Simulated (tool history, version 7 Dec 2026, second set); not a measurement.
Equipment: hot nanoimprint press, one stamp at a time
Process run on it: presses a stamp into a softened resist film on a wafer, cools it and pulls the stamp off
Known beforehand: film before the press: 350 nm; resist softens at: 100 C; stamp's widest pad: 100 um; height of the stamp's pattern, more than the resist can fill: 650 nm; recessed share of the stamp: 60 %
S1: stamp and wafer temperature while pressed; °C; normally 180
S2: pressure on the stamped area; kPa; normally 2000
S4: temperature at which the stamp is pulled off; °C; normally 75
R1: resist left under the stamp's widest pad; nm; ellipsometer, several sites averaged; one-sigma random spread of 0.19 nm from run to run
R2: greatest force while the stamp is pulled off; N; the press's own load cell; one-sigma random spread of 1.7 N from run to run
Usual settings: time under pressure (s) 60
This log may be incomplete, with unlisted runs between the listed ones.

Run 1, hour 0: usual settings. Result: R1 171.8 nm, R2 121 N.
Run 2, hour 5.9: usual settings but S4 74 °C. Result: R1 171.5 nm, R2 122 N.
Run 3, hour 12.5: usual settings but S4 74 °C. Result: R1 171.4 nm, R2 121 N.
Run 4, hour 18: usual settings but S4 74 °C. Result: R1 171.6 nm, R2 125 N.
Run 5, hour 25.9: usual settings but S4 74 °C. Result: R1 171.6 nm, R2 124 N.
Run 6, hour 34.5: usual settings but S1 181 °C. Result: R1 167.5 nm, R2 121 N.
Run 7, hour 41: usual settings but S1 181 °C. Result: R1 167.1 nm, R2 122 N.
Run 8, hour 45.1: usual settings but S1 181 °C. Result: R1 167.4 nm, R2 124 N.
Run 9, hour 49.9: usual settings but S1 181 °C. Result: R1 167.5 nm, R2 121 N.
Run 10, hour 57.8: usual settings. Result: R1 171.8 nm, R2 122 N.
Run 11, hour 66.9: usual settings. Result: R1 171.1 nm, R2 122 N.
Run 12, hour 72.4: usual settings. Result: R1 171.3 nm, R2 123 N.
Run 13, hour 82.5: usual settings but S1 175 °C. Result: R1 193.4 nm, R2 123 N.
Run 14, hour 89.1: usual settings but S1 175 °C. Result: R1 193.5 nm, R2 124 N.
Run 15, hour 93.7: usual settings but S1 175 °C. Result: R1 193.4 nm, R2 122 N.

Run 16 comes next. What will it give?
Run 16, hour 97.9: usual settings. Result: R1 ?, R2 ?.

Logged for run 16: R1 171.3 nm, R2 127 N.
Were there no unlogged condition in the tool, this run, its random variation unchanged, would have produced R1 172.4 nm, R2 111 N.
